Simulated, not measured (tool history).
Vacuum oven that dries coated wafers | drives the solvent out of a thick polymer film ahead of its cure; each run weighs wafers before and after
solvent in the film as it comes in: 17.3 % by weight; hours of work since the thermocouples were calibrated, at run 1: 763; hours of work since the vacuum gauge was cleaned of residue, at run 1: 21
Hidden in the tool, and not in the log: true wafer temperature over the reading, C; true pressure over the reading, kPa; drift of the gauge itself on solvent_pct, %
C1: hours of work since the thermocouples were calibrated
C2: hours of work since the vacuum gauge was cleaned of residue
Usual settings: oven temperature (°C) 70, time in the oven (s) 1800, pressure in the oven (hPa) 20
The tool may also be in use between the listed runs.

run 1 day=0 | oven_temperature_(°C)=70 time_in_the_oven_(s)=1800 pressure_in_the_oven_(hPa)=20 | C1=763 C2=21 | solvent_left_in_the_film_(%)=1.56
run 2 day=0.321 | oven_temperature_(°C)=70 time_in_the_oven_(s)=1800 pressure_in_the_oven_(hPa)=20 | C1=769 C2=27 | solvent_left_in_the_film_(%)=1.57
run 3 day=0.662 | oven_temperature_(°C)=70 time_in_the_oven_(s)=1800 pressure_in_the_oven_(hPa)=20 | C1=774 C2=32 | solvent_left_in_the_film_(%)=1.55
run 4 day=1.042 | oven_temperature_(°C)=70 time_in_the_oven_(s)=1800 pressure_in_the_oven_(hPa)=20 | C1=781 C2=39 | solvent_left_in_the_film_(%)=1.58
run 5 day=1.429 | oven_temperature_(°C)=70 time_in_the_oven_(s)=1800 pressure_in_the_oven_(hPa)=20 | C1=787 C2=45 | solvent_left_in_the_film_(%)=1.55
run 6 day=1.775 | oven_temperature_(°C)=70 time_in_the_oven_(s)=1800 pressure_in_the_oven_(hPa)=20 | C1=793 C2=51 | solvent_left_in_the_film_(%)=1.53
run 7 day=2.154 | oven_temperature_(°C)=70 time_in_the_oven_(s)=1800 pressure_in_the_oven_(hPa)=20 | C1=799 C2=57 | solvent_left_in_the_film_(%)=1.51
run 8 day=2.404 | oven_temperature_(°C)=70 time_in_the_oven_(s)=1800 pressure_in_the_oven_(hPa)=20 | C1=804 C2=62 | solvent_left_in_the_film_(%)=1.51
run 9 day=2.679 | oven_temperature_(°C)=70 time_in_the_oven_(s)=1800 pressure_in_the_oven_(hPa)=45.2 | C1=808 C2=66 | solvent_left_in_the_film_(%)=2.64
run 10 day=3.1 | oven_temperature_(°C)=77 time_in_the_oven_(s)=1800 pressure_in_the_oven_(hPa)=20 | C1=815 C2=73 | solvent_left_in_the_film_(%)=0.81
run 11 day=3.596 | oven_temperature_(°C)=70 time_in_the_oven_(s)=1500 pressure_in_the_oven_(hPa)=20 | C1=824 C2=82 | solvent_left_in_the_film_(%)=1.97
run 12 day=4.104 | oven_temperature_(°C)=70 time_in_the_oven_(s)=1500 pressure_in_the_oven_(hPa)=20 | C1=832 C2=90 | solvent_left_in_the_film_(%)=1.92
run 13 day=4.392 | oven_temperature_(°C)=70 time_in_the_oven_(s)=1500 pressure_in_the_oven_(hPa)=20 | C1=837 C2=95 | solvent_left_in_the_film_(%)=1.92
run 14 day=4.883 | oven_temperature_(°C)=70 time_in_the_oven_(s)=1140 pressure_in_the_oven_(hPa)=20 | C1=845 C2=103 | solvent_left_in_the_film_(%)=2.74
run 15 day=5.133 | oven_temperature_(°C)=70 time_in_the_oven_(s)=1140 pressure_in_the_oven_(hPa)=20 | C1=850 C2=108 | solvent_left_in_the_film_(%)=2.71
run 16 day=5.354 | oven_temperature_(°C)=69 time_in_the_oven_(s)=1140 pressure_in_the_oven_(hPa)=53.4 | C1=853 C2=111 | solvent_left_in_the_film_(%)=4.5
run 17 day=5.642 | oven_temperature_(°C)=71 time_in_the_oven_(s)=1800 pressure_in_the_oven_(hPa)=58.3 | C1=858 C2=116 | solvent_left_in_the_film_(%)=2.98
run 18 day=6.029 | oven_temperature_(°C)=71 time_in_the_oven_(s)=1800 pressure_in_the_oven_(hPa)=58.3 | C1=865 C2=123 | solvent_left_in_the_film_(%)=2.92
run 19 day=6.279 | oven_temperature_(°C)=56 time_in_the_oven_(s)=2040 pressure_in_the_oven_(hPa)=20 | C1=869 C2=127 | solvent_left_in_the_film_(%)=5.72
run 20 day=6.529 | oven_temperature_(°C)=56 time_in_the_oven_(s)=2040 pressure_in_the_oven_(hPa)=20 | C1=873 C2=131 | solvent_left_in_the_film_(%)=5.68
run 21 day=6.808 | oven_temperature_(°C)=67 time_in_the_oven_(s)=1800 pressure_in_the_oven_(hPa)=28.9 | C1=878 C2=136 | solvent_left_in_the_film_(%)=2.61
run 22 day=7.142 | oven_temperature_(°C)=70 time_in_the_oven_(s)=2760 pressure_in_the_oven_(hPa)=20 | C1=883 C2=141 | solvent_left_in_the_film_(%)=1.05
run 23 day=7.479 | oven_temperature_(°C)=70 time_in_the_oven_(s)=2760 pressure_in_the_oven_(hPa)=20 | C1=889 C2=147 | solvent_left_in_the_film_(%)=1.04
run 24 day=7.938 | oven_temperature_(°C)=61 time_in_the_oven_(s)=1800 pressure_in_the_oven_(hPa)=52.6 | C1=897 C2=155 | solvent_left_in_the_film_(%)=5.88
run 25 day=8.229 | oven_temperature_(°C)=66 time_in_the_oven_(s)=1680 pressure_in_the_oven_(hPa)=18.1 | C1=902 C2=160 | solvent_left_in_the_film_(%)=2.52
run 26 day=8.446 | oven_temperature_(°C)=66 time_in_the_oven_(s)=1680 pressure_in_the_oven_(hPa)=18.1 | C1=905 C2=163 | solvent_left_in_the_film_(%)=2.56
run 27 day=8.667 | oven_temperature_(°C)=59 time_in_the_oven_(s)=2760 pressure_in_the_oven_(hPa)=80 | C1=909 C2=167 | solvent_left_in_the_film_(%)=7.11
run 28 day=8.979 | oven_temperature_(°C)=76 time_in_the_oven_(s)=2100 pressure_in_the_oven_(hPa)=27.6 | C1=914 C2=172 | solvent_left_in_the_film_(%)=1.06

Forecast each of these 4 alternatives for the next run:
run A day=9.35 | oven_temperature_(°C)=75 time_in_the_oven_(s)=960 pressure_in_the_oven_(hPa)=13.4 | C1=920 C2=178 | solvent_left_in_the_film_(%)=?
run B day=9.35 | oven_temperature_(°C)=74 time_in_the_oven_(s)=1800 pressure_in_the_oven_(hPa)=20 | C1=920 C2=178 | solvent_left_in_the_film_(%)=?
run C day=9.35 | oven_temperature_(°C)=70 time_in_the_oven_(s)=1080 pressure_in_the_oven_(hPa)=72.1 | C1=920 C2=178 | solvent_left_in_the_film_(%)=?
run D day=9.35 | oven_temperature_(°C)=68 time_in_the_oven_(s)=2100 pressure_in_the_oven_(hPa)=27.6 | C1=920 C2=178 | solvent_left_in_the_film_(%)=?

run=A solvent_left_in_the_film_(%)=1.7
run=B solvent_left_in_the_film_(%)=0.97
run=C solvent_left_in_the_film_(%)=4.98
run=D solvent_left_in_the_film_(%)=1.94
Without the tool's hidden state the same runs would have given:
run=A solvent_left_in_the_film_(%)=2.3
run=B solvent_left_in_the_film_(%)=1.21
run=C solvent_left_in_the_film_(%)=5.86
run=D solvent_left_in_the_film_(%)=2.43

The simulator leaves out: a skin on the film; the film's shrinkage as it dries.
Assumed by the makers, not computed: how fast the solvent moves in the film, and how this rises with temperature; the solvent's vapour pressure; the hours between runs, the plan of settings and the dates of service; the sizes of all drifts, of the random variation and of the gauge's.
